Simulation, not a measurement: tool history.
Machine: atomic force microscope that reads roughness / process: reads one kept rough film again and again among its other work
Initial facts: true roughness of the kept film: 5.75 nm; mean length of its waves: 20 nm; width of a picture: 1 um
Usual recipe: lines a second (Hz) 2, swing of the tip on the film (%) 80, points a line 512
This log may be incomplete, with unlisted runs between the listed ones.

run    hour  lines a second (Hz)  swing of the tip on the film (%)  points a line  roughness of the kept film (nm (root mean square))
  1       0                    2                                80            512                                               2.133
  2      29                    2                                80            512                                               1.854
  3    58.1                    2                                80            512                                               1.651
  4    83.8                    2                                80            512                                               1.515
      110.5  -- new tip fitted
  5   118.5                    2                                80            512                                               2.958
  6   140.7                 2.49                                80            512                                               2.508
  7   176.5                    2                                80            512                                               2.084
  8   206.2                    2                                66            512                                               1.965
  9   231.6                    2                                66            512                                                1.77
 10   249.1                    2                                80            512                                               1.584
      270.4  -- new tip fitted
 11   282.6                    2                                80            512                                               2.906
 12     326                    2                                80            512                                               2.208
 13   353.3                 1.16                                80            512                                               2.045
 14   377.6                 1.16                                80            512                                               1.843
 15   397.4                 1.11                                80            512                                               1.699
      432.5  -- new tip fitted
 16   432.5                    2                                80            463                                               3.177
 17   468.7                    2                                80            463                                               2.541
 18   494.2                    2                                80            463                                               2.206
 19   512.4                 1.09                                76            358                                               2.145
 20     554                  1.1                                75            569                                               1.819
 21   592.1                 2.82                                56            425                                               1.589
      595.6  -- new tip fitted
 22   620.9                 2.82                                56            425                                               2.846
 23   661.4                 2.34                                58            407                                               2.282
 24   680.9                 2.34                                58            407                                               2.068
 25   712.3                 0.81                                68            434                                               1.835
 26   738.5                 0.81                                68            434                                               1.681
        758  -- new tip fitted
 27   759.6                 0.81                                68            434                                               3.466
 28   785.1                 1.06                                58            512                                               2.924
 29   824.1                    2                                80            678                                               2.132
 30     846                 0.93                                62            916                                               2.112
 31   881.4                 1.78                                80            274                                               1.594
 32   913.8                 0.75                                83            512                                               1.559
      920.5  -- new tip fitted
 33   944.3                 0.75                                83            512                                               2.781
 34   983.3                 3.33                                80            512                                               1.922
 35  1016.1                 1.34                                74            512                                               1.885
 36    1057                  3.5                                61            512                                               1.623

Each row is a separate what-if for the run after 36, all from the same tool condition, not one after another. Results?
     1082.7  -- new tip fitted
  A  1089.8                 1.65                                55            789                                                   ?
     1082.7  -- new tip fitted
  B  1089.8                 2.57                                77            512                                                   ?
     1082.7  -- new tip fitted
  C  1089.8                 3.65                                83            512                                                   ?
     1082.7  -- new tip fitted
  D  1089.8                    2                                85            659                                                   ?

run  roughness of the kept film (nm (root mean square))
  A                                               3.322
  B                                               2.916
  C                                               2.614
  D                                               2.888
With no hidden state in the tool, these same runs would have given:
run  roughness of the kept film (nm (root mean square))
  A                                                3.58
  B                                               3.143
  C                                               2.817
  D                                               3.112

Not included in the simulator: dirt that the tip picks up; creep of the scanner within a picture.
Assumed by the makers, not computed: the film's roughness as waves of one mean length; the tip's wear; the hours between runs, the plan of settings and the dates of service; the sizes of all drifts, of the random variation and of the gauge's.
